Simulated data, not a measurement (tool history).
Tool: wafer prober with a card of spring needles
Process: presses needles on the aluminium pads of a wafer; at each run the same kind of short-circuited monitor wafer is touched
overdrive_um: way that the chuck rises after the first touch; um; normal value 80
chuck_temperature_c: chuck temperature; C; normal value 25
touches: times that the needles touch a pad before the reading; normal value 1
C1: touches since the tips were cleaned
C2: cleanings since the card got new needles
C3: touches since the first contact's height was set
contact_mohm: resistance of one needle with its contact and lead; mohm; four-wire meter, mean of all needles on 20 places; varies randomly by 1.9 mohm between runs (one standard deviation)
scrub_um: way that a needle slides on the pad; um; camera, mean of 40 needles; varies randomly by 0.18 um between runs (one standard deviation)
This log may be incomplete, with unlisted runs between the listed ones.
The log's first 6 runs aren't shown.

At hour 64.3: tips cleaned on abrasive film.
At hour 69.8: tips cleaned on abrasive film.
At hour 74.8: tips cleaned on abrasive film.
Run 7, hour 78.1: usual settings but overdrive_um 69 um; C1 1388; C2 70; C3 155987. Result: contact_mohm 293 mohm, scrub_um 16.39 um.
At hour 80.6: tips cleaned on abrasive film.
At hour 85.8: tips cleaned on abrasive film.
At hour 91.1: tips cleaned on abrasive film.
Run 8, hour 91.1: usual settings but overdrive_um 69 um; C1 0; C2 73; C3 161236. Result: contact_mohm 278 mohm, scrub_um 16.21 um.
At hour 96.4: tips cleaned on abrasive film.
At hour 101.4: tips cleaned on abrasive film.
At hour 107.1: tips cleaned on abrasive film.
Run 9, hour 108.2: usual settings but overdrive_um 69 um; C1 460; C2 76; C3 168161. Result: contact_mohm 288 mohm, scrub_um 16.05 um.
At hour 112.3: tips cleaned on abrasive film.
At hour 117.4: tips cleaned on abrasive film.
Run 10, hour 118.5: usual settings but touches 2; C1 449; C2 78; C3 172340. Result: contact_mohm 277 mohm, scrub_um 19.04 um.
At hour 122.5: tips cleaned on abrasive film.
At hour 128.2: tips cleaned on abrasive film.
At hour 134.1: tips cleaned on abrasive film.
Run 11, hour 135.7: usual settings; C1 676; C2 81; C3 179341. Result: contact_mohm 280 mohm, scrub_um 19.00 um.
At hour 139.9: tips cleaned on abrasive film.
At hour 145.4: tips cleaned on abrasive film.
Run 12, hour 145.7: usual settings but chuck_temperature_c 113 C; C1 123; C2 83; C3 183389. Result: contact_mohm 304 mohm, scrub_um 18.78 um.
At hour 150.6: tips cleaned on abrasive film.
At hour 156.4: tips cleaned on abrasive film.
Run 13, hour 158.2: usual settings but overdrive_um 83 um; C1 722; C2 85; C3 188447. Result: contact_mohm 279 mohm, scrub_um 19.43 um.
At hour 162.4: tips cleaned on abrasive film.
Run 14, hour 166.0: usual settings but chuck_temperature_c 85 C; C1 1482; C2 86; C3 191629. Result: contact_mohm 309 mohm, scrub_um 18.57 um.
At hour 167.3: tips cleaned on abrasive film.
At hour 172.8: tips cleaned on abrasive film.
Run 15, hour 176.8: usual settings; C1 1632; C2 88; C3 196008. Result: contact_mohm 287 mohm, scrub_um 18.85 um.
At hour 178.1: tips cleaned on abrasive film.
At hour 183.5: tips cleaned on abrasive film.
At hour 188.7: tips cleaned on abrasive film.
Run 16, hour 191.1: usual settings but overdrive_um 97 um, chuck_temperature_c 35 C, touches 3; C1 983; C2 91; C3 201817. Result: contact_mohm 281 mohm, scrub_um 22.57 um.
At hour 194.5: tips cleaned on abrasive film.
At hour 200.2: tips cleaned on abrasive film.
Run 17, hour 204.7: usual settings but overdrive_um 79 um, chuck_temperature_c 43 C, touches 3; C1 1853; C2 93; C3 207330. Result: contact_mohm 282 mohm, scrub_um 18.00 um.
At hour 205.7: tips cleaned on abrasive film.
At hour 210.8: tips cleaned on abrasive film.
Run 18, hour 214.6: usual settings but overdrive_um 83 um, chuck_temperature_c 28 C; C1 1546; C2 95; C3 211347. Result: contact_mohm 290 mohm, scrub_um 19.12 um.
At hour 216.7: tips cleaned on abrasive film.
At hour 221.9: tips cleaned on abrasive film.
At hour 226.9: tips cleaned on abrasive film.
Run 19, hour 230.8: usual settings but overdrive_um 96 um, chuck_temperature_c 28 C; C1 1599; C2 98; C3 217926. Result: contact_mohm 287 mohm, scrub_um 22.90 um.
At hour 231.8: tips cleaned on abrasive film.
At hour 237.5: tips cleaned on abrasive film.
Run 20, hour 238.1: usual settings but overdrive_um 95 um, chuck_temperature_c 54 C, touches 2; C1 258; C2 100; C3 220863. Result: contact_mohm 286 mohm, scrub_um 22.45 um.
At hour 239.6: height of the first contact set anew.
At hour 242.8: tips cleaned on abrasive film.
At hour 247.7: tips cleaned on abrasive film.
At hour 253.0: tips cleaned on abrasive film.
Run 21, hour 253.5: usual settings but overdrive_um 95 um, chuck_temperature_c 54 C, touches 2; C1 189; C2 103; C3 5617. Result: contact_mohm 285 mohm, scrub_um 24.73 um.
At hour 258.6: tips cleaned on abrasive film.
At hour 264.1: tips cleaned on abrasive film.
Run 22, hour 265.1: usual settings but overdrive_um 95 um, chuck_temperature_c 54 C, touches 2; C1 396; C2 105; C3 10321. Result: contact_mohm 282 mohm, scrub_um 24.77 um.
At hour 269.6: tips cleaned on abrasive film.
At hour 275.2: tips cleaned on abrasive film.
At hour 280.3: tips cleaned on abrasive film.
Run 23, hour 282.9: usual settings but overdrive_um 84 um, touches 2; C1 1096; C2 108; C3 17573. Result: contact_mohm 280 mohm, scrub_um 21.81 um.
At hour 285.4: tips cleaned on abrasive film.
At hour 290.9: tips cleaned on abrasive film.
At hour 296.4: tips cleaned on abrasive film.
Run 24, hour 298.4: usual settings but chuck_temperature_c 41 C; C1 833; C2 111; C3 23854. Result: contact_mohm 286 mohm, scrub_um 20.67 um.
At hour 301.8: tips cleaned on abrasive film.
At hour 307.2: tips cleaned on abrasive film.
Run 25, hour 309.2: usual settings but chuck_temperature_c 41 C; C1 818; C2 113; C3 28214. Result: contact_mohm 292 mohm, scrub_um 20.53 um.
At hour 312.6: tips cleaned on abrasive film.
At hour 317.9: tips cleaned on abrasive film.
Run 26, hour 322.6: usual settings but chuck_temperature_c 41 C; C1 1942; C2 115; C3 33673. Result: contact_mohm 290 mohm, scrub_um 20.36 um.
At hour 323.4: tips cleaned on abrasive film.
At hour 329.0: tips cleaned on abrasive film.
Run 27, hour 330.1: usual settings but overdrive_um 93 um, chuck_temperature_c 41 C; C1 470; C2 117; C3 36701. Result: contact_mohm 284 mohm, scrub_um 23.90 um.
At hour 334.8: tips cleaned on abrasive film.
At hour 340.0: tips cleaned on abrasive film.
Run 28, hour 343.7: usual settings but overdrive_um 69 um, chuck_temperature_c 113 C, touches 2; C1 1510; C2 119; C3 42238. Result: contact_mohm 314 mohm, scrub_um 17.70 um.
At hour 345.0: tips cleaned on abrasive film.
At hour 350.2: tips cleaned on abrasive film.
Run 29, hour 353.3: usual settings but overdrive_um 85 um, chuck_temperature_c 106 C, touches 2; C1 1270; C2 121; C3 46116. Result: contact_mohm 309 mohm, scrub_um 21.84 um.
At hour 355.6: tips cleaned on abrasive film.
At hour 361.2: tips cleaned on abrasive film.
At hour 366.5: tips cleaned on abrasive film.
Run 30, hour 370.4: usual settings but overdrive_um 72 um, chuck_temperature_c 41 C, touches 2; C1 1639; C2 124; C3 53071. Result: contact_mohm 293 mohm, scrub_um 18.07 um.

Each row is a separate what-if for the run after 30, all from the same tool condition, not one after another. Results?
At hour 371.7: tips cleaned on abrasive film.
At hour 376.7: tips cleaned on abrasive film.
Run A, hour 378.6: usual settings but overdrive_um 72 um, chuck_temperature_c 41 C; C1 787; C2 126; C3 56359. Result: contact_mohm ?, scrub_um ?.
At hour 371.7: tips cleaned on abrasive film.
At hour 376.7: tips cleaned on abrasive film.
Run B, hour 378.6: usual settings but chuck_temperature_c 36 C, touches 2; C1 787; C2 126; C3 56359. Result: contact_mohm ?, scrub_um ?.
At hour 371.7: tips cleaned on abrasive film.
At hour 376.7: tips cleaned on abrasive film.
Run C, hour 378.6: usual settings but overdrive_um 99 um, chuck_temperature_c 41 C, touches 2; C1 787; C2 126; C3 56359. Result: contact_mohm ?, scrub_um ?.

run  contact_mohm  scrub_um
  A           288     18.31
  B           282     20.25
  C           280     25.18
What these runs would have given with no unlogged condition in the tool:
run  contact_mohm  scrub_um
  A           277     19.00
  B           275     20.94
  C           275     25.87
